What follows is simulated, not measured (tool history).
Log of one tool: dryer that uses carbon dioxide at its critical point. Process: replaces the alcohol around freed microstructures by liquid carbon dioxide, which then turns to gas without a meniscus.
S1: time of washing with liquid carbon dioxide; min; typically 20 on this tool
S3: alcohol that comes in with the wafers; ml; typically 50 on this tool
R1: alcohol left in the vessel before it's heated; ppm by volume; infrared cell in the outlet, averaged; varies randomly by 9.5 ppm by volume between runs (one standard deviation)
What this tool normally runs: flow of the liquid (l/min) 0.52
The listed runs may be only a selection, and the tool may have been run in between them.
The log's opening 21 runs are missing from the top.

Run 22, hour 189: usual settings but S1 21 min, S3 68 ml. Result: R1 674 ppm by volume.
Run 23, hour 202.1: usual settings but S1 21 min, S3 68 ml. Result: R1 678 ppm by volume.
Run 24, hour 214.2: usual settings but S1 21 min, flow of the liquid (l/min) 0.322, S3 68 ml. Result: R1 2793 ppm by volume.
Run 25, hour 222.2: usual settings but S1 21 min, flow of the liquid (l/min) 0.316, S3 110 ml. Result: R1 4797 ppm by volume.
Run 26, hour 227.8: usual settings but S1 21 min, flow of the liquid (l/min) 0.871, S3 110 ml. Result: R1 117 ppm by volume.
Run 27, hour 235: usual settings but S1 21 min, flow of the liquid (l/min) 0.871, S3 110 ml. Result: R1 129 ppm by volume.
Run 28, hour 244.5: usual settings but S1 21 min, flow of the liquid (l/min) 0.871, S3 110 ml. Result: R1 122 ppm by volume.
Run 29, hour 253.8: usual settings but S1 28 min, flow of the liquid (l/min) 0.476, S3 110 ml. Result: R1 500 ppm by volume.
Run 30, hour 263: usual settings but S1 18 min, flow of the liquid (l/min) 0.476, S3 110 ml. Result: R1 2609 ppm by volume.
Run 31, hour 275.9: usual settings but S1 12 min, flow of the liquid (l/min) 0.805, S3 36 ml. Result: R1 656 ppm by volume.

What if the next run were any one of these 4? Each begins from the tool's condition after run 31:
Run A, hour 285.9: usual settings but flow of the liquid (l/min) 0.776. Result: R1 ?.
Run B, hour 285.9: usual settings but S1 15 min, flow of the liquid (l/min) 0.724, S3 60 ml. Result: R1 ?.
Run C, hour 285.9: usual settings but S1 24 min, flow of the liquid (l/min) 0.406, S3 36 ml. Result: R1 ?.
Run D, hour 285.9: usual settings but S1 17 min, S3 46 ml. Result: R1 ?.

run    R1
  A   150
  B   736
  C   573
  D  1050
Without the tool's unlogged condition, the same runs would have read:
run   R1
  A   95
  B  590
  C  462
  D  880
